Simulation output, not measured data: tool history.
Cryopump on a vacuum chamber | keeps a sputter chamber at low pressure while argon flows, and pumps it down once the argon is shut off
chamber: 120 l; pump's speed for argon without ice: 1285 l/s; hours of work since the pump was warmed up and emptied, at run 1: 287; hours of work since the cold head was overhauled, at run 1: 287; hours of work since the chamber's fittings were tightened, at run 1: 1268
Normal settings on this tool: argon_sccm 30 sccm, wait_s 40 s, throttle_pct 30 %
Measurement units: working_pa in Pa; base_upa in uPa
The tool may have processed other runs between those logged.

| run | hour | argon_sccm | wait_s | throttle_pct | hours of work since the pump was warmed up and emptied | hours of work since the cold head was overhauled | hours of work since the chamber's fittings were tightened | working_pa | base_upa |
|---|---|---|---|---|---|---|---|---|---|
| 1 | 0.0 | 30 | 40 | 30 | 287 | 287 | 1268 | 0.1351 | 4.25 |
| 2 | 20.2 | 30 | 40 | 30 | 298 | 298 | 1279 | 0.1357 | 4.24 |
| 3 | 29.8 | 30 | 40 | 30 | 304 | 304 | 1284 | 0.1348 | 4.12 |
| 4 | 51.3 | 30 | 40 | 30 | 315 | 315 | 1296 | 0.1347 | 4.27 |
| 5 | 71.4 | 30 | 40 | 30 | 327 | 327 | 1307 | 0.1356 | 4.26 |
| 6 | 85.1 | 30 | 40 | 16 | 334 | 334 | 1315 | 0.2509 | 4.37 |
| 7 | 108.2 | 30 | 40 | 16 | 347 | 347 | 1328 | 0.2518 | 4.49 |
| 8 | 124.0 | 30 | 40 | 30 | 356 | 356 | 1336 | 0.1361 | 4.33 |
| 9 | 143.5 | 48 | 40 | 30 | 366 | 366 | 1347 | 0.2161 | 4.19 |
| 10 | 162.0 | 30 | 40 | 30 | 377 | 377 | 1357 | 0.1350 | 4.53 |
| 11 | 177.1 | 30 | 40 | 30 | 385 | 385 | 1366 | 0.1360 | 4.45 |
| 12 | 200.5 | 30 | 40 | 30 | 398 | 398 | 1379 | 0.1358 | 4.43 |
| 13 | 210.7 | 29 | 40 | 30 | 404 | 404 | 1384 | 0.1315 | 4.57 |
| 14 | 230.1 | 29 | 40 | 30 | 414 | 414 | 1395 | 0.1314 | 4.54 |
| 15 | 244.9 | 29 | 40 | 30 | 423 | 423 | 1403 | 0.1323 | 4.49 |
| 16 | 257.1 | 30 | 40 | 30 | 429 | 429 | 1410 | 0.1370 | 4.49 |
| 17 | 274.6 | 30 | 40 | 30 | 439 | 439 | 1420 | 0.1385 | 4.46 |
| 18 | 288.1 | 13 | 103 | 18 | 447 | 447 | 1427 | 0.0972 | 3.35 |
| 19 | 309.6 | 30 | 51 | 30 | 458 | 458 | 1439 | 0.1371 | 4.13 |
| 20 | 325.7 | 16 | 184 | 24 | 467 | 467 | 1448 | 0.0901 | 2.97 |
| 21 | 347.0 | 30 | 114 | 30 | 479 | 479 | 1460 | 0.1383 | 3.29 |
| 22 | 357.1 | 30 | 114 | 30 | 485 | 485 | 1465 | 0.1372 | 3.28 |
| 23 | 369.6 | 16 | 40 | 30 | 492 | 492 | 1472 | 0.0731 | 4.69 |
| 24 | 382.0 | 16 | 40 | 30 | 498 | 498 | 1479 | 0.0726 | 4.71 |
| 25 | 399.9 | 38 | 26 | 46 | 508 | 508 | 1489 | 0.1158 | 5.93 |
| 26 | 410.8 | 32 | 33 | 17 | 514 | 514 | 1495 | 0.2548 | 5.30 |
| 27 | 431.3 | 19 | 87 | 20 | 526 | 526 | 1506 | 0.1284 | 3.67 |
| 28 | 452.2 | 58 | 254 | 30 | 537 | 537 | 1518 | 0.2656 | 3.02 |
| 29 | 462.4 | 58 | 254 | 24 | 543 | 543 | 1524 | 0.3304 | 2.95 |
| 30 | 478.8 | 34 | 142 | 15 | 552 | 552 | 1533 | 0.3036 | 3.27 |
| 31 | 493.5 | 15 | 243 | 43 | 560 | 560 | 1541 | 0.0490 | 3.13 |
| 32 | 504.1 | 15 | 243 | 43 | 566 | 566 | 1547 | 0.0491 | 3.09 |
| 33 | 519.1 | 30 | 66 | 30 | 574 | 574 | 1555 | 0.1389 | 4.03 |
| 34 | 542.6 | 36 | 37 | 58 | 587 | 587 | 1568 | 0.0906 | 5.19 |

4 ways to go on from here, each from the tool as it stands after run 34. What would each give?
| A | 566.0 | 23 | 93 | 30 | 600 | 600 | 1581 | ? | ? |
| B | 566.0 | 44 | 43 | 38 | 600 | 600 | 1581 | ? | ? |
| C | 566.0 | 29 | 40 | 33 | 600 | 600 | 1581 | ? | ? |
| D | 566.0 | 36 | 106 | 35 | 600 | 600 | 1581 | ? | ? |

| run | working_pa | base_upa |
|---|---|---|
| A | 0.1079 | 3.65 |
| B | 0.1620 | 4.91 |
| C | 0.1227 | 4.79 |
| D | 0.1448 | 3.68 |
Stripped of hidden state, with their random variation kept, the same runs would have yielded:
| run | working_pa | base_upa |
|---|---|---|
| A | 0.1022 | 1.12 |
| B | 0.1511 | 2.24 |
| C | 0.1155 | 2.26 |
| D | 0.1358 | 1.06 |

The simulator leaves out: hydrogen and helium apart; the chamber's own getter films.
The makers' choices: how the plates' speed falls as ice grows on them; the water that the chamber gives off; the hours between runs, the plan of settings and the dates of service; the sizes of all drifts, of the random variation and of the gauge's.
